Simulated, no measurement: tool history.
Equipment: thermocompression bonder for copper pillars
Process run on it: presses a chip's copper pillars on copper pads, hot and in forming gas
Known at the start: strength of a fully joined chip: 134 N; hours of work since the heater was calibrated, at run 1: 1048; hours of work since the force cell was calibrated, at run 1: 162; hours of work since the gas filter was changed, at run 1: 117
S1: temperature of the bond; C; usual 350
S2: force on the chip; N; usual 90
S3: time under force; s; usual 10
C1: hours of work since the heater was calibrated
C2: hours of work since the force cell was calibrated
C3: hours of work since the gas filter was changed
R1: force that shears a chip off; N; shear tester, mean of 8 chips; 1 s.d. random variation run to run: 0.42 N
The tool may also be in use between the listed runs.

run	hour	S1	S2	S3	C1	C2	C3	R1
1	0	350	90	10	1048	162	117	58.2
2	11	350	90	10	1056	170	125	57.3
3	17.8	350	90	10	1061	175	130	57.3
4	27.2	350	90	10	1067	181	136	57.3
5	38.8	350	90	10	1075	189	144	57.5
6	49.3	350	90	10	1082	197	152	57
7	60.8	327	90	10	1090	204	159	42.1
8	68.5	327	90	10	1096	210	165	42.9
9	81.2	327	90	11	1104	219	174	44.5
10	88.2	327	90	11	1109	223	178	44.6
11	98.4	350	80	10	1116	230	185	51.3
12	110.3	350	80	10	1125	239	194	50.8
13	120.8	350	92	10	1132	246	201	57.3
14	131.1	350	92	10	1139	253	208	57.3
15	139.4	350	92	10	1145	259	214	57.5
16	146.8	350	90	10	1150	264	219	56.3
17	155.7	350	90	10	1156	270	225	55.9
18	166.7	350	90	10	1164	278	233	55.5
19	173.9	350	58	10	1168	283	238	36.5
20	185.8	350	58	10	1177	291	246	35.9
21	197.3	366	58	15	1185	299	254	50.8
22	208.2	371	80	24	1192	306	261	82.2
23	219.8	331	88	24	1200	314	269	59.8
24	226.3	350	74	10	1205	319	274	45.6
25	231.9	333	69	10	1209	323	278	34.3
26	238.7	333	69	10	1213	327	282	33.7
27	251.4	333	69	10	1222	336	291	33.8
28	257.8	333	69	10	1226	341	295	33.9
# hour 262: heater calibrated with a thermocouple chip
29	267.8	370	78	8	4	346	301	60.4
30	274.7	335	58	8	9	351	306	30.1
31	284.7	365	104	6	16	358	313	67.6
32	294.1	356	86	6	22	364	319	51.7
33	306	356	128	26	30	372	327	103.3
34	318.4	358	100	6	39	381	336	60.3
35	330.8	358	100	8	47	390	345	65.1
36	339.3	358	100	8	53	395	350	66.6
# hour 350.2: forming gas filter changed
37	351.6	358	100	8	62	404	1	71.2
38	357.9	350	90	18	66	408	5	79
39	368.6	350	90	18	73	415	13	79.3

Selected run-to-run steps in R1, each split into two signed amounts: the part the tool would show with no hidden state at all (from settings, incoming material and random variation), and the remainder, which goes to the hidden state together with any gauge scatter not common to the measured and the hidden-state-free results:
The hidden state here: true temperature of the bond over the reading, C; force that reaches the chip, % of what is set; oxide that the forming gas leaves, % of the face; drift of the gauge itself on shear_n, %.
Run 30 -> 31: S1 335 -> 365, S2 58 -> 104, S3 8 -> 6. R1 +37.5 N: hidden state -2.4, all else +39.9.
Run 32 -> 33: S2 86 -> 128, S3 6 -> 26. R1 +51.6 N: hidden state -4.4, all else +56.
Run 33 -> 34: S1 356 -> 358, S2 128 -> 100, S3 26 -> 6. R1 -43 N: hidden state +3.5, all else -46.5.
Run 36 -> 37: forming gas filter changed. R1 +4.6 N: hidden state +5.6, all else -1.

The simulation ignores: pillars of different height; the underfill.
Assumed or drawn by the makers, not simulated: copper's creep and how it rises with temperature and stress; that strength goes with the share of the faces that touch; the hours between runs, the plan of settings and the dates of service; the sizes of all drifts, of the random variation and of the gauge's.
